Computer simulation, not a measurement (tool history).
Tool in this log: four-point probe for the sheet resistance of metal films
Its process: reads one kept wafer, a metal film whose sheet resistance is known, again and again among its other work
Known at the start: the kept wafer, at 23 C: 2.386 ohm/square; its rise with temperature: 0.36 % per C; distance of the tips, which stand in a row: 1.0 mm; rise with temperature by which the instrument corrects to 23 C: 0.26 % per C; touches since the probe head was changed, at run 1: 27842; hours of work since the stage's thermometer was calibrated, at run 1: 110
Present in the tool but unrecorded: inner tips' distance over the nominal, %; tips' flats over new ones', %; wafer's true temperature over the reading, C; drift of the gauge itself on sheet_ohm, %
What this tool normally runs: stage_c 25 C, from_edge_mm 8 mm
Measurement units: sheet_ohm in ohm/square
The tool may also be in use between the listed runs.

| run | hour | stage_c | from_edge_mm | touches since the probe head was changed | hours of work since the stage's thermometer was calibrated | sheet_ohm |
|---|---|---|---|---|---|---|
| 1 | 0 | 25 | 8 | 27842 | 110 | 2.410736 |
| 2 | 39.6 | 25 | 8 | 29111 | 132 | 2.411151 |
| 3 | 73.6 | 25 | 8 | 30201 | 151 | 2.410985 |
| 4 | 99.7 | 25 | 8 | 31038 | 166 | 2.410672 |
| 5 | 132.9 | 25 | 8 | 32102 | 184 | 2.409646 |
| 6 | 156.2 | 25 | 15 | 32851 | 197 | 2.396709 |
| 7 | 188.9 | 32 | 8 | 33898 | 215 | 2.428079 |
| 8 | 229.2 | 32 | 8 | 35190 | 238 | 2.427317 |
| 9 | 280.2 | 35 | 8 | 36826 | 266 | 2.43508 |
| 10 | 302.1 | 35 | 8 | 37526 | 278 | 2.435549 |
| 11 | 332.2 | 25 | 19 | 38493 | 295 | 2.393682 |
| 12 | 376.4 | 25 | 19 | 39910 | 319 | 2.394565 |
| 13 | 401.5 | 25 | 19 | 40714 | 333 | 2.394683 |
| 14 | 449.2 | 25 | 19 | 42244 | 360 | 2.394029 |
| 15 | 496.3 | 23 | 8 | 43752 | 386 | 2.405178 |
| 16 | 526.3 | 23 | 8 | 44716 | 402 | 2.405187 |
| 17 | 562.6 | 25 | 8 | 45879 | 423 | 2.410903 |
| 18 | 585.5 | 25 | 8 | 46614 | 435 | 2.409957 |
| 19 | 612.9 | 25 | 12 | 47492 | 450 | 2.399281 |
| 20 | 633.7 | 23 | 8 | 48157 | 462 | 2.406055 |
| 21 | 669.9 | 23 | 8 | 49319 | 482 | 2.405088 |
| 22 | 709.4 | 24 | 8 | 50586 | 504 | 2.408513 |
| 23 | 743.6 | 34 | 20 | 51681 | 523 | 2.415724 |
| 24 | 790.3 | 34 | 20 | 53177 | 549 | 2.415384 |
| 25 | 840.7 | 34 | 20 | 54794 | 577 | 2.414664 |
| 26 | 869.5 | 24 | 6 | 55717 | 593 | 2.424205 |
| 27 | 919.9 | 22 | 6 | 57332 | 621 | 2.418278 |
| 28 | 953.8 | 30 | 7 | 58419 | 640 | 2.429329 |
| 29 | 978.3 | 26 | 5 | 59206 | 653 | 2.443122 |
| 30 | 1015.4 | 19 | 3 | 60394 | 674 | 2.509639 |
| 31 | 1050.8 | 35 | 72 | 61529 | 693 | 2.414433 |
| 32 | 1089.2 | 35 | 72 | 62762 | 715 | 2.415301 |
| 33 | 1119.2 | 33 | 10 | 63721 | 731 | 2.422989 |
| 34 | 1144.3 | 23 | 8 | 64527 | 745 | 2.405494 |
| 35 | 1189 | 35 | 12 | 65961 | 770 | 2.423268 |
| 36 | 1226.6 | 24 | 12 | 67167 | 791 | 2.397214 |
| 37 | 1272.3 | 25 | 42 | 68631 | 816 | 2.391457 |
| 38 | 1307.1 | 25 | 15 | 69745 | 836 | 2.396769 |
| 39 | 1331.8 | 29 | 10 | 70538 | 849 | 2.413755 |
| 40 | 1367.3 | 24 | 14 | 71677 | 869 | 2.395452 |

What if the next run were any one of these 3? Each begins from the tool's condition after run 40:
| A | 1401.4 | 20 | 5 | 72770 | 888 | ? |
| B | 1401.4 | 29 | 5 | 72770 | 888 | ? |
| C | 1401.4 | 26 | 6 | 72770 | 888 | ? |

| run | sheet_ohm |
|---|---|
| A | 2.428647 |
| B | 2.450448 |
| C | 2.428032 |
With no hidden state in the tool, these same runs would have given:
| run | sheet_ohm |
|---|---|
| A | 2.428867 |
| B | 2.45067 |
| C | 2.428252 |
